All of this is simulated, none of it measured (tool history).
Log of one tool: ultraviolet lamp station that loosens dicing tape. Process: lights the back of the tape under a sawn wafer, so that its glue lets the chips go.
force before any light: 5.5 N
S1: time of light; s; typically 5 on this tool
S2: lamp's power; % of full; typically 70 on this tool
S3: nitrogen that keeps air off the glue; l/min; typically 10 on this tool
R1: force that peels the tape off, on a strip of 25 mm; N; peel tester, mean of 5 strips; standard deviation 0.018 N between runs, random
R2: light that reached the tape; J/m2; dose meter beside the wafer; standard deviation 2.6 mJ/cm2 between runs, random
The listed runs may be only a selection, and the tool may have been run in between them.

run	hour	S1	S2	S3	R1	R2
1	0.0	5	70	10	0.930	3190
2	5.1	5	70	10	1.008	3160
3	15.7	5	70	10	0.995	3210
4	24.9	5	70	10	1.003	3180
5	35.2	5	70	10	0.981	3140
6	45.6	5	70	10	0.965	3110
7	55.4	5	89	10	0.690	3990
8	68.0	5	70	10	1.022	3100
9	76.9	5	70	10	0.972	3090
10	85.7	5	70	10	0.999	3090
11	91.4	8	87	6	0.405	6180
# hour 93.1: window cleaned of glue's vapour
12	99.3	5	90	10	0.687	3890
13	104.7	5	70	7	1.184	3010
14	115.6	5	70	7	1.252	3000
15	122.5	5	85	17	0.637	3670
16	130.7	4	81	3	1.842	2820
17	142.3	4	81	3	1.785	2720
18	147.4	4	81	3	1.816	2760
19	153.6	7	69	5	0.865	4110
# hour 160.8: window cleaned of glue's vapour, once more
20	162.2	6	77	10	0.632	4180

Branching from run 20: 3 alternative next runs. What would each branch give?
A	167.7	2	95	10	?	?
B	167.7	2	91	8	?	?
C	167.7	7	89	9	?	?

run	R1	R2
A	2.053	1700
B	2.289	1660
C	0.375	5670
What these runs would have given with no unlogged condition in the tool:
run	R1	R2
A	1.898	1840
B	2.130	1790
C	0.330	6140

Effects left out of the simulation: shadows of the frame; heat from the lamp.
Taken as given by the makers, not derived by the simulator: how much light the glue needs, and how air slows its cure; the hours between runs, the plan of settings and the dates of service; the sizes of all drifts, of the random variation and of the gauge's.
